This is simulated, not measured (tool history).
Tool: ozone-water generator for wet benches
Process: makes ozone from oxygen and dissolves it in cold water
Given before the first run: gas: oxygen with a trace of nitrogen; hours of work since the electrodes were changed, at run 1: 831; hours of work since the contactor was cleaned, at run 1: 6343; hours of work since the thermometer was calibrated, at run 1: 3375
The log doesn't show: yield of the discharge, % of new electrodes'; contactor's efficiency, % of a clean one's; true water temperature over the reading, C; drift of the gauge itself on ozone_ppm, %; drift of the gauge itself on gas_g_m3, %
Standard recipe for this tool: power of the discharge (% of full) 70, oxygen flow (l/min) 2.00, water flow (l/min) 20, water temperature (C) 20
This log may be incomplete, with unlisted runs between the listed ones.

run,hour,power of the discharge (% of full),oxygen flow (l/min),water flow (l/min),water temperature (C),hours of work since the electrodes were changed,hours of work since the contactor was cleaned,hours of work since the thermometer was calibrated,dissolved ozone (ppm),ozone in the gas ahead of the water (g/m3)
1,0.0,70,2.00,20,20,831,6343,3375,16.6,273.7
2,106.3,70,2.00,20,20,935,6447,3479,16.4,274.9
3,250.7,70,2.00,28,20,1076,6588,3620,11.2,273.5
4,409.6,70,2.00,20,20,1231,6744,3775,16.4,270.3
5,565.8,70,2.00,20,20,1384,6896,3928,16.1,268.9
6,666.7,70,2.00,24,20,1482,6995,4026,13.4,266.7
# hour 744.0: contactor cleaned
7,809.5,70,1.51,24,20,1618,64,4162,13.6,323.0
8,965.4,70,1.51,24,20,1770,216,4314,13.5,320.1
9,1083.3,73,2.00,20,20,1885,331,4430,17.6,272.4
10,1172.0,73,2.00,20,20,1972,418,4516,17.6,276.8
11,1307.1,70,1.77,20,22,2104,550,4648,16.1,287.2
12,1439.1,49,1.77,20,22,2233,679,4777,12.8,225.5
13,1530.7,91,1.07,26,20,2322,769,4867,13.2,467.4
14,1596.8,91,1.07,26,20,2387,833,4931,13.4,465.9
15,1664.1,91,1.07,26,20,2453,899,4997,13.3,469.0
16,1748.7,57,1.73,14,20,2535,982,5080,20.0,250.9

Branching from run 16: 4 alternative next runs. What would each branch give?
# hour 1758.6: water thermometer calibrated
A,1822.0,44,2.46,17,20,2606,1053,62,?,?
# hour 1758.6: water thermometer calibrated
B,1822.0,70,2.00,20,18,2606,1053,62,?,?
# hour 1758.6: water thermometer calibrated
C,1822.0,41,1.73,14,20,2606,1053,62,?,?
# hour 1758.6: water thermometer calibrated
D,1822.0,86,2.00,13,21,2606,1053,62,?,?

run,dissolved ozone (ppm),ozone in the gas ahead of the water (g/m3)
A,14.3,169.3
B,17.0,258.0
C,16.0,201.9
D,27.9,299.9
Had the tool no hidden state, the same runs would have come out as:
run,dissolved ozone (ppm),ozone in the gas ahead of the water (g/m3)
A,15.0,176.4
B,18.2,273.8
C,16.8,209.8
D,30.0,320.9
